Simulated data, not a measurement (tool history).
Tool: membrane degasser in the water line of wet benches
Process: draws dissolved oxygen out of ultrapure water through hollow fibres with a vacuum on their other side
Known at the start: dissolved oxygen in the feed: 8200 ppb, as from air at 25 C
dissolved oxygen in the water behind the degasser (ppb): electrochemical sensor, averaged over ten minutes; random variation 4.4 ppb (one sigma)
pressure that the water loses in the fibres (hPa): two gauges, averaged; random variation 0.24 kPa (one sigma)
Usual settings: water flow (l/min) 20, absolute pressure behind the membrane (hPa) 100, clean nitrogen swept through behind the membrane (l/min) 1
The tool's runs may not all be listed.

run      day  water flow (l/min)  absolute pressure behind the membrane (hPa)  clean nitrogen swept through behind the membrane (l/min)  dissolved oxygen in the water behind the degasser (ppb)  pressure that the water loses in the fibres (hPa)
  1        0                  20                                          100                                                         1                                                    434.8                                              629.1
  2     7.05                  20                                          100                                                         1                                                    439.6                                              625.1
  3   14.142                  20                                           86                                                         1                                                    382.5                                              623.5
  4   18.346                  16                                          100                                                         1                                                    314.9                                              501.1
  5   23.817                  16                                          100                                                         1                                                      311                                              502.7
      26.333  -- vacuum gauge calibrated
  6   27.671                  16                                          100                                                         1                                                    312.6                                              502.3
  7   35.096                  20                                          100                                                         1                                                    442.1                                              629.4
  8   41.688                  20                                          100                                                         1                                                    435.1                                              628.6
  9   46.533                  20                                          100                                                         1                                                      445                                              626.6
 10   51.108                  20                                          100                                                         1                                                    440.3                                              629.8
 11   56.596                  20                                          100                                                         1                                                    439.3                                              627.3
 12    61.75                  20                                          100                                                         1                                                      434                                              627.6
 13   68.833                  20                                          100                                                         1                                                    437.6                                                632
 14   73.925                  20                                          100                                                         1                                                    430.7                                              634.4
 15   79.571                  20                                          100                                                         1                                                    440.6                                              628.8
 16   82.892                  20                                          100                                                         1                                                    441.3                                                629
 17   87.308                  15                                           95                                                      0.75                                                    328.8                                              471.3
 18    91.35                  25                                           67                                                         1                                                    474.4                                              781.2
 19   95.742                  25                                           67                                                         1                                                    473.6                                              783.9
 20  101.738                  25                                           67                                                         1                                                    472.7                                                787
 21  107.596                  25                                           67                                                         1                                                    477.7                                              780.7
 22  110.942                  25                                           67                                                         1                                                    476.6                                                783
 23  117.392                  20                                          100                                                      0.67                                                    558.3                                              625.1
 24  122.267                  20                                          114                                                       1.1                                                    464.8                                              623.5
 25  129.538                  13                                           98                                                         1                                                    223.6                                              409.7
     130.596  -- seals of the vacuum lines changed
 26  132.721                  19                                           74                                                      0.52                                                    424.8                                              596.6
 27  137.633                  30                                          158                                                      1.58                                                    926.1                                              938.1
 28  141.458                  30                                          158                                                      1.58                                                    919.7                                              937.8
 29  146.104                  30                                          158                                                      1.58                                                      917                                              944.2
 30  150.071                  30                                           82                                                      2.26                                                    603.2                                              941.1
 31  156.996                  30                                           81                                                      0.94                                                    746.2                                              939.7
 32  160.138                  30                                           81                                                      0.94                                                    750.9                                                949

3 ways to go on from here, each from the tool as it stands after run 32. What would each give?
  A  167.325                  20                                          122                                                       1.1                                                        ?                                                  ?
  B  167.325                  30                                           81                                                       0.7                                                        ?                                                  ?
  C  167.325                  18                                           82                                                      2.88                                                        ?                                                  ?

run  dissolved oxygen in the water behind the degasser (ppb)  pressure that the water loses in the fibres (hPa)
  A                                                    493.8                                              624.6
  B                                                    840.6                                              943.1
  C                                                    182.5                                              565.3
Without the tool's hidden state the same runs would have given:
run  dissolved oxygen in the water behind the degasser (ppb)  pressure that the water loses in the fibres (hPa)
  A                                                    493.4                                              624.2
  B                                                    839.8                                              942.5
  C                                                    182.2                                                565
